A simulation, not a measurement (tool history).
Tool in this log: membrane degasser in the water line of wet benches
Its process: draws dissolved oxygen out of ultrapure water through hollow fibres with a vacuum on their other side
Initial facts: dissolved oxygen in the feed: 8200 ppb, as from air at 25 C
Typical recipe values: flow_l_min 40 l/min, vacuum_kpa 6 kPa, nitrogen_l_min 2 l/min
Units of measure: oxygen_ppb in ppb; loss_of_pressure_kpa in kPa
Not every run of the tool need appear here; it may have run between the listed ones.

| run | hour | flow_l_min | vacuum_kpa | nitrogen_l_min | oxygen_ppb | loss_of_pressure_kpa |
|---|---|---|---|---|---|---|
| 1 | 0 | 40 | 6 | 2 | 371.7 | 36.01 |
| 2 | 28.5 | 35 | 6 | 2 | 311.6 | 31.68 |
| 3 | 54.5 | 35 | 6 | 2 | 311.8 | 31.9 |
| 4 | 94.3 | 40 | 6 | 2 | 375.9 | 35.93 |
| 5 | 121.4 | 40 | 6 | 2 | 378.7 | 36.04 |
|  | 150.2 | vacuum gauge calibrated |
|  | 156.4 | seals of the vacuum lines changed |
| 6 | 165.1 | 40 | 6 | 2 | 389.9 | 36.15 |
| 7 | 217.5 | 40 | 6 | 2 | 379.5 | 36.01 |
| 8 | 264.4 | 40 | 6 | 2 | 381.1 | 35.88 |
| 9 | 288 | 40 | 6 | 2 | 385.7 | 36.12 |
| 10 | 311.9 | 40 | 6 | 2 | 377.1 | 36.24 |
| 11 | 338.9 | 40 | 6 | 4.74 | 310.5 | 36.28 |
|  | 378.8 | vacuum gauge calibrated, once more |
| 12 | 378.8 | 40 | 6 | 4.74 | 303.4 | 35.96 |
| 13 | 402.6 | 40 | 6 | 4.74 | 305 | 36 |
| 14 | 427.6 | 40 | 6 | 4.74 | 306.2 | 36.05 |
| 15 | 481 | 63 | 6 | 2 | 654.8 | 56.48 |
| 16 | 517.4 | 34 | 6 | 2 | 293.7 | 30.69 |
| 17 | 560.4 | 34 | 6 | 2 | 293.9 | 30.6 |
| 18 | 584.1 | 26 | 5.43 | 1.45 | 205.1 | 23.43 |
| 19 | 634.9 | 38 | 4.22 | 1.61 | 289.7 | 34.32 |
| 20 | 672 | 28 | 12.41 | 1.01 | 632.9 | 25.26 |
| 21 | 719.4 | 28 | 12.41 | 1.01 | 630.4 | 24.98 |
| 22 | 753.8 | 28 | 12.41 | 1.01 | 639.2 | 25.33 |
| 23 | 809.6 | 40 | 8.76 | 4.49 | 368 | 35.86 |
| 24 | 860.7 | 43 | 8.76 | 3.95 | 424.7 | 38.84 |
| 25 | 894.7 | 45 | 6 | 3.08 | 396.7 | 40.98 |
| 26 | 918.3 | 32 | 7.58 | 3.08 | 279.8 | 28.83 |
| 27 | 970.4 | 32 | 7.58 | 3.08 | 280.7 | 29.04 |
| 28 | 1008 | 34 | 4.77 | 4.99 | 221.5 | 30.83 |
| 29 | 1060.5 | 34 | 13.77 | 2.33 | 522.6 | 30.91 |
| 30 | 1119.2 | 39 | 6.76 | 2.33 | 376.9 | 35.19 |
| 31 | 1173.8 | 34 | 7.6 | 2.33 | 335.5 | 30.67 |

How would selected steps in oxygen_ppb from run to run divide? Give the signed amount a tool lacking its hidden state would still show from settings, what came in and random variation, and the signed amount left for the hidden state, including any gauge scatter that is not in both of the compared results.
Hidden conditions of the tool in this case: membrane still open, %; true pressure behind the membrane over the reading, kPa; air that leaks in behind the membrane, l/min; drift of the gauge itself on oxygen_ppb, %; drift of the gauge itself on loss_of_pressure_kpa, %.
Run 11 -> 12: vacuum gauge calibrated, once more. oxygen_ppb -7.1 ppb: hidden state -4.5, all else -2.6.
Run 14 -> 15: flow_l_min 40 -> 63, nitrogen_l_min 4.74 -> 2. oxygen_ppb +348.6 ppb: hidden state +3.7, all else +344.9.
Run 15 -> 16: flow_l_min 63 -> 34. oxygen_ppb -361.1 ppb: hidden state -6, all else -355.1.
Run 19 -> 20: flow_l_min 38 -> 28, vacuum_kpa 4.22 -> 12.41, nitrogen_l_min 1.61 -> 1.01. oxygen_ppb +343.2 ppb: hidden state -3.9, all else +347.1.
Run 22 -> 23: flow_l_min 28 -> 40, vacuum_kpa 12.41 -> 8.76, nitrogen_l_min 1.01 -> 4.49. oxygen_ppb -271.2 ppb: hidden state +6.2, all else -277.4.
